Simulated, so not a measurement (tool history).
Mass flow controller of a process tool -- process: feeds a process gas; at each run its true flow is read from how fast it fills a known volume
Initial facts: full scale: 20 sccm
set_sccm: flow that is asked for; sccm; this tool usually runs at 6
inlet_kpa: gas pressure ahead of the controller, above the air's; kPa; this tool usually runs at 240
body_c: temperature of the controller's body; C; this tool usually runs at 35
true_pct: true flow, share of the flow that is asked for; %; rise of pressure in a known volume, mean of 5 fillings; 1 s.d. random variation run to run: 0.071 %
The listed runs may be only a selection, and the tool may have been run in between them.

{"run": 1, "hour": 0.0, "set_sccm": 6, "inlet_kpa": 240, "body_c": 35, "true_pct": 100.4}
{"run": 2, "hour": 474.2, "set_sccm": 6, "inlet_kpa": 240, "body_c": 35, "true_pct": 100.25}
{"run": 3, "hour": 753.5, "set_sccm": 6, "inlet_kpa": 240, "body_c": 35, "true_pct": 100.12}
{"run": 4, "hour": 1168.8, "set_sccm": 6, "inlet_kpa": 240, "body_c": 35, "true_pct": 100.0}
{"run": 5, "hour": 1508.9, "set_sccm": 6, "inlet_kpa": 240, "body_c": 35, "true_pct": 100.03}
{"run": 6, "hour": 1726.5, "set_sccm": 6, "inlet_kpa": 240, "body_c": 35, "true_pct": 99.85}
{"run": 7, "hour": 2070.7, "set_sccm": 6, "inlet_kpa": 240, "body_c": 35, "true_pct": 99.78}
{"run": 8, "hour": 2538.0, "set_sccm": 6, "inlet_kpa": 240, "body_c": 35, "true_pct": 99.82}
{"run": 9, "hour": 2749.1, "set_sccm": 6, "inlet_kpa": 240, "body_c": 35, "true_pct": 99.67}
{"run": 10, "hour": 2971.3, "set_sccm": 5, "inlet_kpa": 194, "body_c": 24, "true_pct": 98.88}
{"run": 11, "hour": 3263.9, "set_sccm": 5, "inlet_kpa": 194, "body_c": 24, "true_pct": 98.61}
{"run": 12, "hour": 3621.1, "set_sccm": 5, "inlet_kpa": 194, "body_c": 24, "true_pct": 98.58}
{"run": 13, "hour": 3928.3, "set_sccm": 6, "inlet_kpa": 240, "body_c": 33, "true_pct": 99.13}
{"run": 14, "hour": 4206.7, "set_sccm": 6, "inlet_kpa": 240, "body_c": 33, "true_pct": 99.05}
{"run": 15, "hour": 4433.7, "set_sccm": 3, "inlet_kpa": 179, "body_c": 21, "true_pct": 98.24}
{"run": 16, "hour": 4719.4, "set_sccm": 3, "inlet_kpa": 179, "body_c": 21, "true_pct": 98.16}
{"run": 17, "hour": 5186.9, "set_sccm": 3, "inlet_kpa": 179, "body_c": 21, "true_pct": 97.94}
{"run": 18, "hour": 5664.6, "set_sccm": 3, "inlet_kpa": 179, "body_c": 21, "true_pct": 97.87}

Here are 4 independent what-if runs from the current tool condition. What would each one return?
{"run": "A", "hour": 5923.2, "set_sccm": 4, "inlet_kpa": 230, "body_c": 35, "true_pct": "?"}
{"run": "B", "hour": 5923.2, "set_sccm": 7, "inlet_kpa": 266, "body_c": 35, "true_pct": "?"}
{"run": "C", "hour": 5923.2, "set_sccm": 6, "inlet_kpa": 153, "body_c": 21, "true_pct": "?"}
{"run": "D", "hour": 5923.2, "set_sccm": 2, "inlet_kpa": 208, "body_c": 21, "true_pct": "?"}

run=A true_pct=98.97
run=B true_pct=98.80
run=C true_pct=98.32
run=D true_pct=97.62
Stripped of hidden state, with their random variation kept, the same runs would have yielded:
run=A true_pct=100.29
run=B true_pct=100.11
run=C true_pct=99.63
run=D true_pct=98.94

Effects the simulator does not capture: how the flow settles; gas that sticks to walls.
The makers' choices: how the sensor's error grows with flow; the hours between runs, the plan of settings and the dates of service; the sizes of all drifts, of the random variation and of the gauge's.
